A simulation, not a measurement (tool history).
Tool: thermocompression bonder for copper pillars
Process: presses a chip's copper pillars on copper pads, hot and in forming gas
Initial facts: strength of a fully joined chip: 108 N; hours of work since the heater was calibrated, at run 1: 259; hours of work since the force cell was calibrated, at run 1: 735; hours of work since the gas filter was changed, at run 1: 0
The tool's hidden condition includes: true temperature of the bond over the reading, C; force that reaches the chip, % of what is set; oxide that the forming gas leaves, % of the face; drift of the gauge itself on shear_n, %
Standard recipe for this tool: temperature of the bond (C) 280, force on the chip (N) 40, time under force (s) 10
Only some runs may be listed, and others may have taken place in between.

run,hour,temperature of the bond (C),force on the chip (N),time under force (s),hours of work since the heater was calibrated,hours of work since the force cell was calibrated,hours of work since the gas filter was changed,force that shears a chip off (N)
1,0.0,280,40,10,259,735,0,42.2
2,27.9,280,40,10,278,754,19,42.2
3,49.3,280,40,10,293,769,34,42.2
4,74.0,280,40,10,310,786,51,42.3
5,91.4,280,40,10,322,798,63,42.3
6,122.6,280,40,10,343,819,84,42.4
7,138.5,280,40,10,354,830,95,42.3
8,154.8,280,40,10,366,841,106,42.2
9,182.8,280,40,10,385,860,125,42.1
10,198.5,280,40,10,396,871,136,42.4
11,216.5,280,40,10,408,884,149,42.7
12,254.4,280,40,10,434,910,174,42.4
13,288.9,280,40,13,458,933,198,47.3
# hour 295.1: forming gas filter changed
14,314.9,280,40,10,475,951,14,42.4
15,349.0,280,40,10,498,974,37,42.8
16,384.8,280,40,10,523,999,62,42.7
17,411.0,280,40,10,541,1017,80,42.5
18,433.5,280,40,10,556,1032,95,42.8
19,469.4,287,40,10,581,1057,120,47.4
20,505.8,287,40,10,606,1082,145,47.4
21,531.4,291,33,23,624,1099,162,57.3
22,555.2,303,33,19,640,1116,178,62.4
23,580.7,306,59,8,657,1133,196,74.2
# hour 590.1: forming gas filter changed
24,612.3,268,49,6,679,1154,15,34.8
# hour 629.2: gauge calibrated
25,632.5,296,28,6,693,1168,29,31.6
# hour 637.1: force cell calibrated
26,657.8,270,55,12,709,14,45,50.9
27,692.2,270,55,12,732,38,69,51.4
28,715.2,270,55,12,748,54,85,51.2
29,730.7,270,55,12,759,64,95,51.0
30,754.7,270,55,12,775,81,112,51.1
31,779.8,273,54,13,792,98,129,54.3
32,805.0,273,54,13,810,115,146,54.5
# hour 828.8: heater calibrated with a thermocouple chip
33,843.7,264,40,27,10,140,172,48.0
34,871.7,308,52,14,29,160,191,79.9
# hour 888.4: forming gas filter changed
35,904.4,275,28,5,51,182,11,20.8
36,942.1,295,40,7,77,208,37,46.0
37,957.5,297,40,8,88,218,47,50.3

Predict the results of run 38:
38,980.1,299,40,10,103,234,63,?

{"run 38": {"force that shears a chip off (N)": 55.5}}
The same run, on a tool lacking any hidden state, would have yielded force that shears a chip off (N) 55.0.
